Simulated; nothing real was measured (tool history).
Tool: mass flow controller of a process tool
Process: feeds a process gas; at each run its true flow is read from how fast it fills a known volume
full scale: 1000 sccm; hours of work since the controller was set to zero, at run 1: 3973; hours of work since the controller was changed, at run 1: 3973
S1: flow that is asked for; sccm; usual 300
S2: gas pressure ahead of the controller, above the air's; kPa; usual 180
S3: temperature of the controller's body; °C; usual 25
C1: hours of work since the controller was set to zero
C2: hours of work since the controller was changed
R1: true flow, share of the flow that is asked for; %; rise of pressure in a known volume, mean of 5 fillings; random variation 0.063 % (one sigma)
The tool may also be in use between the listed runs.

run	hour	S1	S2	S3	C1	C2	R1
1	0	300	180	25	3973	3973	98.86
2	177	300	180	25	4110	4110	98.89
3	389.6	300	180	25	4275	4275	98.8
4	508.6	300	180	25	4368	4368	98.8
5	722.4	272	180	25	4534	4534	98.59
6	844.3	300	180	25	4629	4629	98.71
7	1057.3	300	180	25	4794	4794	98.66
8	1228.4	300	180	25	4927	4927	98.81
9	1415.1	300	180	25	5072	5072	98.63
10	1554.5	300	180	25	5180	5180	98.74
11	1734	300	180	25	5320	5320	98.69
12	1842.6	300	180	25	5404	5404	98.58
13	1987.5	300	180	25	5517	5517	98.6
14	2155.2	300	180	25	5647	5647	98.63
15	2271.8	300	180	25	5738	5738	98.67
16	2487.7	300	180	25	5905	5905	98.55
17	2603.7	300	180	24	5995	5995	98.6
18	2813.1	300	180	24	6158	6158	98.63
19	2946.6	300	180	24	6262	6262	98.62
20	3126.7	300	180	24	6402	6402	98.56
21	3287.9	300	180	24	6527	6527	98.51
22	3407.3	329	180	25	6620	6620	98.73
23	3572.8	329	180	25	6748	6748	98.63
24	3685.6	329	180	25	6836	6836	98.7
25	3829.8	329	180	25	6948	6948	98.53
26	3950.3	329	180	25	7042	7042	98.74
27	4142.2	466	145	30	7191	7191	98.97
28	4323.2	466	145	24	7331	7331	99.07
29	4456.2	466	145	26	7435	7435	98.95
30	4616.7	466	145	26	7559	7559	99.11
31	4761.4	466	145	26	7672	7672	99.09
32	4964.6	908	157	25	7830	7830	100.31
33	5060.5	908	225	29	7904	7904	100.81
34	5233.2	908	270	25	8038	8038	101.25
35	5413.1	695	267	28	8178	8178	100.71
# hour 5585: controller's zero set anew
36	5603.8	695	267	28	15	8326	101.77
37	5806	113	146	25	172	8483	100.08
38	6015	113	146	25	334	8645	99.99
39	6141.4	523	146	21	432	8744	100.97
40	6330.7	523	146	21	579	8891	100.85
41	6429.1	523	146	21	656	8967	100.79
42	6519.6	922	214	25	726	9037	101.58
43	6663.5	922	214	25	838	9149	101.63
44	6834	922	214	25	970	9282	101.66
# hour 6897.6: controller exchanged for a calibrated one
45	6931.5	145	169	22	26	26	98.98
46	7116.7	145	169	22	170	170	99.05
47	7260.4	300	180	29	282	282	99.01
48	7389.9	300	180	29	382	382	99.04
49	7508.2	140	180	24	474	474	98.84

3 ways to go on from here, each from the tool as it stands after run 49. What would each give?
A	7686.7	166	180	30	613	613	?
B	7686.7	268	153	28	613	613	?
C	7686.7	324	230	24	613	613	?

run	R1
A	98.77
B	98.82
C	99.71
Without the tool's hidden state the same runs would have given:
run	R1
A	99.04
B	98.89
C	99.73
